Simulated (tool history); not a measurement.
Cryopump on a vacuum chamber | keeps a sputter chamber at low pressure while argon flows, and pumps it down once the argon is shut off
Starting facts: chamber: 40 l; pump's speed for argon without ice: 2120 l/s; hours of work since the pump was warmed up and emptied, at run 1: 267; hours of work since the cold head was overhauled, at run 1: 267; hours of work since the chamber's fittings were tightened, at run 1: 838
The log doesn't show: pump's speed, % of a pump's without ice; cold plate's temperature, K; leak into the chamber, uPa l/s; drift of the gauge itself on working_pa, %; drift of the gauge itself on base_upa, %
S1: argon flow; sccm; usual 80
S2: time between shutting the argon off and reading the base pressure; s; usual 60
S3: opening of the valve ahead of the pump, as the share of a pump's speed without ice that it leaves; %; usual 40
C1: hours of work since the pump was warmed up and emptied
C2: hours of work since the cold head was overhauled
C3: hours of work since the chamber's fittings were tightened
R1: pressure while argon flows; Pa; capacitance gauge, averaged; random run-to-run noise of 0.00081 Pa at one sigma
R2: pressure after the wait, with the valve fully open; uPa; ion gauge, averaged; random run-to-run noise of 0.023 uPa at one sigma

run,hour,S1,S2,S3,C1,C2,C3,R1,R2
1,0.0,80,60,40,267,267,838,0.1700,1.20
2,58.0,80,60,40,297,297,868,0.1712,1.17
3,83.8,80,60,40,311,311,881,0.1718,1.15
4,122.7,80,161,40,331,331,901,0.1732,0.77
5,168.8,80,60,40,355,355,925,0.1734,1.23
6,217.9,76,60,40,380,380,950,0.1647,1.22
7,247.9,76,60,40,395,395,966,0.1647,1.22
8,286.1,76,60,40,415,415,986,0.1662,1.25
# hour 323.9: pump warmed up, emptied and cooled again
9,338.2,76,60,40,7,440,1010,0.1518,1.16
10,374.1,76,60,40,26,458,1029,0.1544,1.19
11,413.7,76,60,40,46,479,1049,0.1525,1.19
12,446.0,76,60,40,63,495,1066,0.1542,1.17
13,474.3,76,60,40,78,510,1080,0.1541,1.23
# hour 514.0: leaking fittings of the chamber tightened, without venting
14,523.6,80,157,40,102,534,5,0.1632,0.41
15,575.8,60,157,40,129,561,32,0.1232,0.41
16,630.0,80,60,24,157,590,60,0.2715,0.87
17,668.9,80,60,24,177,610,80,0.2735,0.89
18,697.0,80,74,45,192,624,95,0.1502,0.75
19,742.5,36,298,31,216,648,118,0.0971,0.37
20,775.6,80,142,38,233,665,135,0.1769,0.49
21,829.5,52,23,38,261,693,163,0.1156,1.98
22,856.9,85,26,17,275,707,177,0.4063,1.81
23,911.5,72,39,22,303,735,206,0.2714,1.23
24,962.8,136,39,52,330,762,232,0.2305,1.34
25,994.1,136,44,52,346,778,248,0.2330,1.21
26,1043.7,80,42,23,371,804,274,0.2909,1.25
27,1077.8,75,274,22,389,821,292,0.2871,0.45
28,1121.6,75,274,22,412,844,314,0.2885,0.45
29,1150.3,75,28,51,427,859,329,0.1338,1.74
# hour 1166.2: pump warmed up, emptied and cooled again
30,1191.5,75,28,51,13,877,348,0.1197,1.70
31,1243.5,80,60,48,40,904,375,0.1360,0.92
32,1297.2,80,67,22,68,932,403,0.2918,0.87
33,1353.2,39,20,40,97,961,432,0.0799,2.28

Hidden state at the last listed run before each entry between runs and at the first one after, where it differs:
In the gap between runs 8 and 9: pump warmed up, emptied and cooled again (hour 323.9)
  pump's speed, % of a pump's without ice: 80.2 -> 99.4; cold plate's temperature, K: 12.4 -> 12.41; leak into the chamber, uPa l/s: 1035 -> 1054
  measured result minus the result with no hidden state, R1: +0.0155 -> +0.0009 Pa; R2: +0.47 -> +0.37 uPa
In the gap between runs 13 and 14: leaking fittings of the chamber tightened, without venting (hour 514.0)
  pump's speed, % of a pump's without ice: 96 -> 94.7; cold plate's temperature, K: 12.45 -> 12.46; leak into the chamber, uPa l/s: 1104 -> 341
  measured result minus the result with no hidden state, R1: +0.0031 -> +0.0042 Pa; R2: +0.41 -> +0.03 uPa
In the gap between runs 29 and 30: pump warmed up, emptied and cooled again (hour 1166.2)
  pump's speed, % of a pump's without ice: 79.6 -> 97.8; cold plate's temperature, K: 12.64 -> 12.65; leak into the chamber, uPa l/s: 579 -> 592
  measured result minus the result with no hidden state, R1: +0.0164 -> +0.0021 Pa; R2: +0.21 -> +0.14 uPa

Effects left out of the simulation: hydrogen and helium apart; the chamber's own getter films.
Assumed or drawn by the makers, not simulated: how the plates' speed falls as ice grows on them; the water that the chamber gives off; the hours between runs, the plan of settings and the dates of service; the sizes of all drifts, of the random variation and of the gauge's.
